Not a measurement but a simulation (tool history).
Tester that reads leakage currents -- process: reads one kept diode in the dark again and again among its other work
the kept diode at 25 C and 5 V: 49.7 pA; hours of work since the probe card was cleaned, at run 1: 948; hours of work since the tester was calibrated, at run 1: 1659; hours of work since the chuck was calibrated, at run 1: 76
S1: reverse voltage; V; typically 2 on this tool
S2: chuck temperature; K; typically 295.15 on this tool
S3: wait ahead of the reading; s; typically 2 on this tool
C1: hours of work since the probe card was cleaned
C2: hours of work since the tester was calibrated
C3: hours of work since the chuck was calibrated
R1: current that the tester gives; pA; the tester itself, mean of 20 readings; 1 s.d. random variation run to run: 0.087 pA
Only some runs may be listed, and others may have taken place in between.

run,day,S1,S2,S3,C1,C2,C3,R1
1,0,2,295.15,2,948,1659,76,23.6
2,6.371,2,315.15,2,1009,1721,138,101.33
3,12.708,2,315.15,2,1071,1782,199,102.23
4,17.829,2,295.15,0.98,1120,1832,249,23.96
5,23.962,2,295.15,0.98,1179,1891,308,23.84
6,28.1,2,295.15,2,1219,1931,348,23.6

The next listed run, before its measurement:
7,34.454,2,295.15,2,1281,1992,409,?

{"run 7": {"R1": 23.52}}
Take away the tool's hidden state, keep the run-to-run variation as it was, and the same run would have given R1 23.51 pA.

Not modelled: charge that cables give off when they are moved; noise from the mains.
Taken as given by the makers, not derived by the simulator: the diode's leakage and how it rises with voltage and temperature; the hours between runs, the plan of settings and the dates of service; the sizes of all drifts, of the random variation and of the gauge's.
